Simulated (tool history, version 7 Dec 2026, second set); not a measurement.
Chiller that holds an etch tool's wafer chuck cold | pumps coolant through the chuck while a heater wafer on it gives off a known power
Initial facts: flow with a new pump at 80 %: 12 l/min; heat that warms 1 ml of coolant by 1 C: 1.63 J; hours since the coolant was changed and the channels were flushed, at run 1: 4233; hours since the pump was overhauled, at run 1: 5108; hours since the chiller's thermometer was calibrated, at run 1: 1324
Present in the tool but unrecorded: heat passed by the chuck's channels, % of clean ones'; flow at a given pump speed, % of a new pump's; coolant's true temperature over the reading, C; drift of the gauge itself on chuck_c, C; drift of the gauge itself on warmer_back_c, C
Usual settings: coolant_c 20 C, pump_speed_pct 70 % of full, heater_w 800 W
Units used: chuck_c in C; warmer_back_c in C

| run | hour | coolant_c | pump_speed_pct | heater_w | hours since the coolant was changed and the channels were flushed | hours since the pump was overhauled | hours since the chiller's thermometer was calibrated | chuck_c | warmer_back_c |
|---|---|---|---|---|---|---|---|---|---|
| 1 | 0.0 | 20 | 70 | 800 | 4233 | 5108 | 1324 | 30.5 | 2.95 |
| 2 | 140.1 | 19 | 70 | 800 | 4373 | 5248 | 1464 | 29.7 | 3.00 |
| 3 | 213.9 | 19 | 70 | 800 | 4447 | 5322 | 1538 | 29.6 | 2.95 |
| 4 | 346.2 | 20 | 70 | 540 | 4579 | 5454 | 1670 | 27.1 | 1.93 |
| 5 | 466.7 | 20 | 70 | 540 | 4700 | 5575 | 1791 | 27.0 | 2.04 |
| 6 | 584.9 | 14 | 70 | 540 | 4818 | 5693 | 1909 | 21.1 | 2.04 |
| 7 | 714.8 | 20 | 92 | 800 | 4948 | 5823 | 2039 | 28.7 | 2.27 |
|  | 772.7 | coolant changed, channels flushed |
| 8 | 857.5 | 20 | 92 | 800 | 85 | 5959 | 2176 | 27.5 | 2.31 |
| 9 | 945.9 | 20 | 92 | 800 | 173 | 6048 | 2264 | 27.5 | 2.26 |
|  | 958.1 | chiller's thermometer calibrated |
| 10 | 1040.9 | 20 | 92 | 800 | 267 | 6142 | 83 | 27.2 | 2.26 |
| 11 | 1124.1 | 20 | 70 | 800 | 350 | 6225 | 166 | 29.3 | 3.01 |
| 12 | 1219.5 | 20 | 70 | 800 | 446 | 6321 | 261 | 29.3 | 2.98 |
| 13 | 1353.6 | 20 | 70 | 800 | 580 | 6455 | 395 | 29.3 | 3.02 |
| 14 | 1475.1 | 20 | 70 | 800 | 701 | 6576 | 517 | 29.3 | 2.99 |
| 15 | 1580.7 | 20 | 70 | 800 | 807 | 6682 | 623 | 29.1 | 2.99 |
|  | 1681.7 | chiller's thermometer calibrated, once more |
| 16 | 1718.8 | 21 | 95 | 1140 | 944 | 6819 | 37 | 32.0 | 3.16 |
| 17 | 1817.8 | 21 | 82 | 606 | 1043 | 6918 | 136 | 27.6 | 1.97 |
| 18 | 1899.6 | 30 | 95 | 606 | 1125 | 7000 | 218 | 35.8 | 1.71 |
| 19 | 1965.6 | 28 | 68 | 1086 | 1191 | 7066 | 284 | 41.7 | 4.26 |
| 20 | 2095.3 | 12 | 60 | 699 | 1321 | 7195 | 414 | 21.9 | 3.11 |
| 21 | 2215.6 | 12 | 60 | 699 | 1441 | 7316 | 534 | 21.8 | 3.02 |
| 22 | 2324.9 | 13 | 74 | 699 | 1550 | 7425 | 643 | 21.4 | 2.50 |
| 23 | 2389.5 | 13 | 74 | 699 | 1615 | 7489 | 708 | 21.5 | 2.55 |
| 24 | 2495.3 | 13 | 74 | 699 | 1721 | 7595 | 814 | 21.3 | 2.49 |
| 25 | 2558.2 | 22 | 97 | 428 | 1783 | 7658 | 876 | 26.0 | 1.16 |
| 26 | 2675.6 | 20 | 74 | 800 | 1901 | 7776 | 994 | 29.6 | 2.95 |
| 27 | 2810.5 | 20 | 74 | 800 | 2036 | 7910 | 1129 | 29.7 | 2.90 |
| 28 | 2886.7 | 20 | 74 | 800 | 2112 | 7987 | 1205 | 29.7 | 2.87 |
| 29 | 2955.9 | 29 | 87 | 1197 | 2181 | 8056 | 1274 | 41.8 | 3.61 |

3 options for the next run, each taken on its own from the tool as it stands now. Forecast them:
| A | 3042.9 | 19 | 80 | 718 | 2268 | 8143 | 1361 | ? | ? |
| B | 3042.9 | 29 | 85 | 800 | 2268 | 8143 | 1361 | ? | ? |
| C | 3042.9 | 16 | 98 | 985 | 2268 | 8143 | 1361 | ? | ? |

| run | chuck_c | warmer_back_c |
|---|---|---|
| A | 27.3 | 2.41 |
| B | 37.7 | 2.48 |
| C | 25.5 | 2.70 |
What these runs would have given with no unlogged condition in the tool:
| run | chuck_c | warmer_back_c |
|---|---|---|
| A | 26.5 | 2.21 |
| B | 36.9 | 2.27 |
| C | 24.6 | 2.47 |
